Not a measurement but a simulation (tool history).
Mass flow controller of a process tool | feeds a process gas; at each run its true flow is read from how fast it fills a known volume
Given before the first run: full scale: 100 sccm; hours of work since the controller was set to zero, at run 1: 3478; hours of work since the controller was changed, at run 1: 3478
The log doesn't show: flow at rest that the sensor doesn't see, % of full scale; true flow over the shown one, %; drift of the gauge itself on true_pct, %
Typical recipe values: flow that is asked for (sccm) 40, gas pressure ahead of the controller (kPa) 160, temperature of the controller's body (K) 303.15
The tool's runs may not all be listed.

| run | hour | flow that is asked for (sccm) | gas pressure ahead of the controller (kPa) | temperature of the controller's body (K) | hours of work since the controller was set to zero | hours of work since the controller was changed | true flow (%) |
|---|---|---|---|---|---|---|---|
| 1 | 0 | 40 | 160 | 303.15 | 3478 | 3478 | 100.23 |
| 2 | 126.4 | 40 | 160 | 303.15 | 3561 | 3561 | 100.22 |
| 3 | 265.9 | 40 | 219 | 303.15 | 3651 | 3651 | 100.29 |
| 4 | 358.8 | 40 | 219 | 303.15 | 3712 | 3712 | 100.3 |
| 5 | 429.6 | 40 | 219 | 296.15 | 3758 | 3758 | 99.65 |
| 6 | 568.2 | 40 | 219 | 296.15 | 3848 | 3848 | 99.93 |
| 7 | 636.1 | 40 | 160 | 303.15 | 3892 | 3892 | 101.03 |
| 8 | 745 | 40 | 160 | 303.15 | 3963 | 3963 | 101.14 |
| 9 | 808.4 | 40 | 160 | 303.15 | 4004 | 4004 | 101.26 |
| 10 | 883.5 | 40 | 160 | 303.15 | 4053 | 4053 | 101.35 |
| 11 | 968.6 | 40 | 160 | 308.15 | 4108 | 4108 | 102.11 |
| 12 | 1097.4 | 40 | 160 | 308.15 | 4192 | 4192 | 102.29 |
| 13 | 1156.5 | 40 | 160 | 303.15 | 4230 | 4230 | 101.83 |
| 14 | 1290.6 | 40 | 211 | 303.15 | 4317 | 4317 | 101.82 |
| 15 | 1382 | 40 | 238 | 312.15 | 4377 | 4377 | 102.71 |
| 16 | 1483.1 | 40 | 274 | 295.15 | 4443 | 4443 | 101.08 |
| 17 | 1615.9 | 40 | 274 | 295.15 | 4529 | 4529 | 101.14 |
|  | 1642 | gauge calibrated |
| 18 | 1690.1 | 92 | 166 | 306.15 | 4577 | 4577 | 100.91 |
| 19 | 1794.8 | 56 | 232 | 294.15 | 4645 | 4645 | 99.33 |
| 20 | 1931.5 | 11 | 201 | 304.15 | 4734 | 4734 | 100.22 |
| 21 | 2029.7 | 11 | 201 | 304.15 | 4798 | 4798 | 100.25 |
| 22 | 2150 | 11 | 201 | 309.15 | 4876 | 4876 | 100.99 |
| 23 | 2286.7 | 11 | 201 | 309.15 | 4965 | 4965 | 101.17 |
| 24 | 2409.3 | 11 | 201 | 309.15 | 5045 | 5045 | 101.44 |
| 25 | 2492.2 | 38 | 172 | 303.15 | 5099 | 5099 | 101.34 |
| 26 | 2610.9 | 38 | 172 | 303.15 | 5176 | 5176 | 101.47 |

Forecast each of these 4 alternatives for the next run:
| A | 2724.4 | 43 | 266 | 307.15 | 5250 | 5250 | ? |
| B | 2724.4 | 40 | 160 | 300.15 | 5250 | 5250 | ? |
| C | 2724.4 | 38 | 241 | 303.15 | 5250 | 5250 | ? |
| D | 2724.4 | 65 | 218 | 300.15 | 5250 | 5250 | ? |

| run | true flow (%) |
|---|---|
| A | 101.71 |
| B | 101.26 |
| C | 101.43 |
| D | 101.4 |
What these runs would have given with no unlogged condition in the tool:
| run | true flow (%) |
|---|---|
| A | 100.15 |
| B | 99.7 |
| C | 99.87 |
| D | 99.84 |
